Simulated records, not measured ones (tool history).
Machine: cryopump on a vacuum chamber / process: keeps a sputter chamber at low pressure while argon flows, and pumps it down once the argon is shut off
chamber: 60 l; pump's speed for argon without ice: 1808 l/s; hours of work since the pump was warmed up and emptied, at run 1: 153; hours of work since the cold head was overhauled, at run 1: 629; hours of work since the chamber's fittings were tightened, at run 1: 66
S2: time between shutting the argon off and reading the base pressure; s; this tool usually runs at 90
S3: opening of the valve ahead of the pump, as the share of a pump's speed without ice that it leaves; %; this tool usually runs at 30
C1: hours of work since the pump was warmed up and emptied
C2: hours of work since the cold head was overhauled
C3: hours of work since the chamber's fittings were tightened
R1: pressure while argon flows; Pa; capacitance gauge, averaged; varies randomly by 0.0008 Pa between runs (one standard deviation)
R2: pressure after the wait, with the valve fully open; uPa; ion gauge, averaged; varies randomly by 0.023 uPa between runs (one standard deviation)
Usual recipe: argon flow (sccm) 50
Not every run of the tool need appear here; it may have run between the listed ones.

{"run": 1, "day": 0.0, "argon flow (sccm)": 50, "S2": 90, "S3": 30, "C1": 153, "C2": 629, "C3": 66, "R1": 0.1599, "R2": 0.84}
{"run": 2, "day": 1.008, "argon flow (sccm)": 50, "S2": 90, "S3": 30, "C1": 170, "C2": 645, "C3": 82, "R1": 0.1594, "R2": 0.83}
{"run": 3, "day": 1.8, "argon flow (sccm)": 50, "S2": 90, "S3": 30, "C1": 183, "C2": 658, "C3": 95, "R1": 0.1607, "R2": 0.86}
{"run": 4, "day": 2.592, "argon flow (sccm)": 50, "S2": 90, "S3": 30, "C1": 196, "C2": 671, "C3": 108, "R1": 0.1606, "R2": 0.88}
{"run": 5, "day": 3.292, "argon flow (sccm)": 50, "S2": 57, "S3": 30, "C1": 207, "C2": 683, "C3": 120, "R1": 0.161, "R2": 1.2}
{"run": 6, "day": 4.275, "argon flow (sccm)": 50, "S2": 90, "S3": 30, "C1": 223, "C2": 699, "C3": 136, "R1": 0.1608, "R2": 0.9}
{"run": 7, "day": 4.925, "argon flow (sccm)": 50, "S2": 90, "S3": 30, "C1": 234, "C2": 709, "C3": 146, "R1": 0.16, "R2": 0.89}
{"run": 8, "day": 5.7, "argon flow (sccm)": 50, "S2": 90, "S3": 30, "C1": 247, "C2": 722, "C3": 159, "R1": 0.1611, "R2": 0.94}
{"run": 9, "day": 6.662, "argon flow (sccm)": 50, "S2": 90, "S3": 30, "C1": 262, "C2": 738, "C3": 175, "R1": 0.1608, "R2": 0.94}
{"run": 10, "day": 7.288, "argon flow (sccm)": 50, "S2": 207, "S3": 30, "C1": 273, "C2": 748, "C3": 185, "R1": 0.1631, "R2": 0.54}
{"run": 11, "day": 7.983, "argon flow (sccm)": 50, "S2": 121, "S3": 30, "C1": 284, "C2": 760, "C3": 196, "R1": 0.1623, "R2": 0.8}
{"run": 12, "day": 8.767, "argon flow (sccm)": 50, "S2": 121, "S3": 30, "C1": 297, "C2": 772, "C3": 209, "R1": 0.1636, "R2": 0.79}
{"run": 13, "day": 9.771, "argon flow (sccm)": 50, "S2": 121, "S3": 30, "C1": 313, "C2": 789, "C3": 226, "R1": 0.1616, "R2": 0.77}
{"run": 14, "day": 10.525, "argon flow (sccm)": 50, "S2": 90, "S3": 20, "C1": 326, "C2": 801, "C3": 238, "R1": 0.2421, "R2": 0.96}
{"run": 15, "day": 11.067, "argon flow (sccm)": 50, "S2": 90, "S3": 30, "C1": 335, "C2": 810, "C3": 247, "R1": 0.1646, "R2": 0.91}
{"run": 16, "day": 12.117, "argon flow (sccm)": 50, "S2": 90, "S3": 30, "C1": 352, "C2": 827, "C3": 264, "R1": 0.1637, "R2": 0.99}
{"run": 17, "day": 12.817, "argon flow (sccm)": 50, "S2": 90, "S3": 30, "C1": 363, "C2": 839, "C3": 276, "R1": 0.1644, "R2": 0.96}
{"run": 18, "day": 13.888, "argon flow (sccm)": 70, "S2": 135, "S3": 41, "C1": 381, "C2": 856, "C3": 293, "R1": 0.1727, "R2": 0.8}
{"run": 19, "day": 14.671, "argon flow (sccm)": 59, "S2": 90, "S3": 30, "C1": 394, "C2": 869, "C3": 306, "R1": 0.1948, "R2": 1.01}
{"run": 20, "day": 15.229, "argon flow (sccm)": 48, "S2": 22, "S3": 23, "C1": 403, "C2": 878, "C3": 315, "R1": 0.204, "R2": 2.95}
{"run": 21, "day": 15.733, "argon flow (sccm)": 48, "S2": 22, "S3": 23, "C1": 411, "C2": 887, "C3": 324, "R1": 0.2036, "R2": 2.94}
{"run": 22, "day": 16.812, "argon flow (sccm)": 48, "S2": 22, "S3": 23, "C1": 429, "C2": 904, "C3": 341, "R1": 0.2033, "R2": 2.95}
{"run": 23, "day": 17.588, "argon flow (sccm)": 53, "S2": 22, "S3": 23, "C1": 442, "C2": 917, "C3": 354, "R1": 0.2277, "R2": 2.91}
{"run": 24, "day": 18.65, "argon flow (sccm)": 41, "S2": 120, "S3": 56, "C1": 459, "C2": 934, "C3": 371, "R1": 0.0769, "R2": 0.91}
{"day": 19.408, "done": "pump warmed up, emptied and cooled again"}
{"run": 25, "day": 19.625, "argon flow (sccm)": 32, "S2": 47, "S3": 36, "C1": 4, "C2": 947, "C3": 384, "R1": 0.0825, "R2": 1.54}
{"run": 26, "day": 20.667, "argon flow (sccm)": 50, "S2": 20, "S3": 41, "C1": 21, "C2": 964, "C3": 401, "R1": 0.1149, "R2": 3.13}
{"run": 27, "day": 21.575, "argon flow (sccm)": 50, "S2": 46, "S3": 57, "C1": 36, "C2": 979, "C3": 416, "R1": 0.0835, "R2": 1.65}
{"run": 28, "day": 22.225, "argon flow (sccm)": 26, "S2": 90, "S3": 39, "C1": 46, "C2": 990, "C3": 427, "R1": 0.0631, "R2": 0.98}
{"run": 29, "day": 22.958, "argon flow (sccm)": 99, "S2": 74, "S3": 30, "C1": 58, "C2": 1002, "C3": 439, "R1": 0.3107, "R2": 1.16}
{"run": 30, "day": 23.421, "argon flow (sccm)": 99, "S2": 141, "S3": 43, "C1": 66, "C2": 1009, "C3": 446, "R1": 0.2196, "R2": 0.86}
{"run": 31, "day": 23.921, "argon flow (sccm)": 99, "S2": 141, "S3": 43, "C1": 74, "C2": 1017, "C3": 454, "R1": 0.2189, "R2": 0.86}
{"run": 32, "day": 24.362, "argon flow (sccm)": 70, "S2": 37, "S3": 30, "C1": 81, "C2": 1025, "C3": 462, "R1": 0.2211, "R2": 1.87}
{"run": 33, "day": 24.983, "argon flow (sccm)": 85, "S2": 37, "S3": 30, "C1": 91, "C2": 1035, "C3": 472, "R1": 0.2692, "R2": 1.98}
{"run": 34, "day": 25.796, "argon flow (sccm)": 85, "S2": 37, "S3": 30, "C1": 105, "C2": 1048, "C3": 485, "R1": 0.271, "R2": 1.85}

Describe how what the log doesn't record of the tool's condition differs between the last listed run preceding each entry between runs and the first listed run following it.
Logged between run 24 and run 25: pump warmed up, emptied and cooled again (day 19.408)
  pump's speed, % of a pump's without ice: 81.9 -> 99.6; leak into the chamber, uPa l/s: 676 -> 687
  the result without the hidden state subtracted from the measured one, R1: +0.0089 -> +0.0005 Pa; R2: +0.29 -> +0.21 uPa

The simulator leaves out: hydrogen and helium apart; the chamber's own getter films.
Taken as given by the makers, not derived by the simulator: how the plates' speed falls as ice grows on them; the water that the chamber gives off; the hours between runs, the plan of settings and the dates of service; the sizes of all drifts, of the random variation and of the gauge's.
